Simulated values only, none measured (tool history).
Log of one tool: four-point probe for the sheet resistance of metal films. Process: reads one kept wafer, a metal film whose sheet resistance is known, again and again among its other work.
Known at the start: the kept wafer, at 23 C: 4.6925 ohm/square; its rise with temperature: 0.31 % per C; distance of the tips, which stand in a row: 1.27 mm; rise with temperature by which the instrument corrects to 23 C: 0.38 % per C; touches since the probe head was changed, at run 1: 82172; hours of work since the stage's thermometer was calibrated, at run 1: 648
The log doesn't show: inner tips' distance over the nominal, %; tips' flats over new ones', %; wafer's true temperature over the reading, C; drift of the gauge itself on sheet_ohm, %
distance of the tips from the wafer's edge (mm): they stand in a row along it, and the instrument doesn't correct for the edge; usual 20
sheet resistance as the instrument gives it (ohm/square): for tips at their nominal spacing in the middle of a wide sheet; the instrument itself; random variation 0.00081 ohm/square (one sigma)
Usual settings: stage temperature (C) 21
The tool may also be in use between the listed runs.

run	hour	stage temperature (C)	distance of the tips from the wafer's edge (mm)	touches since the probe head was changed	hours of work since the stage's thermometer was calibrated	sheet resistance as the instrument gives it (ohm/square)
1	0.0	21	20	82172	648	4.708619
2	66.0	21	20	83604	681	4.708990
3	196.5	21	20	86433	747	4.709997
4	260.6	21	17	87825	779	4.712050
5	373.8	21	17	90280	836	4.713041
6	447.8	21	17	91885	873	4.712755
7	563.7	21	17	94398	932	4.712024
8	686.9	21	20	97069	994	4.708234
9	810.9	21	20	99759	1056	4.709421
10	870.5	21	20	101050	1086	4.709623
11	940.7	21	8	102573	1122	4.762094
12	1055.0	21	8	105053	1179	4.761448
13	1187.7	21	20	107929	1246	4.709081

The next listed run, before its measurement:
14	1320.2	19	9	110803	1313	?

Run 14 gave sheet resistance as the instrument gives it (ohm/square) 4.756855.
Without the tool's hidden state the same run would have given sheet resistance as the instrument gives it (ohm/square) 4.756878.
